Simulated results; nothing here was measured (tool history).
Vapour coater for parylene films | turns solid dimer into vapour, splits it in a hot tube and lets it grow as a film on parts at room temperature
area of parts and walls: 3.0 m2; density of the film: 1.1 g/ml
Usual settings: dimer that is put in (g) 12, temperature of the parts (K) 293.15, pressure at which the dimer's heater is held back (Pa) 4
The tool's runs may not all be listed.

run   hour  dimer that is put in (g)  temperature of the parts (K)  pressure at which the dimer's heater is held back (Pa)  thickness of the film (um)
  1    0.0                        12                        293.15                                                       4                        1.61
  2   35.4                        12                        290.15                                                       4                        1.72
  3   69.0                         8                        290.15                                                       4                        1.14
  4   89.5                         8                        290.15                                                       4                        1.15
     113.2  -- trap's valve overhauled
  5  118.0                         8                        290.15                                                       4                        1.32
  6  159.6                        12                        293.15                                                       4                        1.81
  7  193.5                        12                        300.15                                                       4                        1.50
  8  220.4                        12                        292.15                                                       4                        1.85

Run 9 comes next. What will it give?
  9  250.8                        12                        292.15                                                       4                           ?

Run 9 gave thickness of the film (um) 1.83.
Without the tool's hidden state the same run would have given thickness of the film (um) 1.87.

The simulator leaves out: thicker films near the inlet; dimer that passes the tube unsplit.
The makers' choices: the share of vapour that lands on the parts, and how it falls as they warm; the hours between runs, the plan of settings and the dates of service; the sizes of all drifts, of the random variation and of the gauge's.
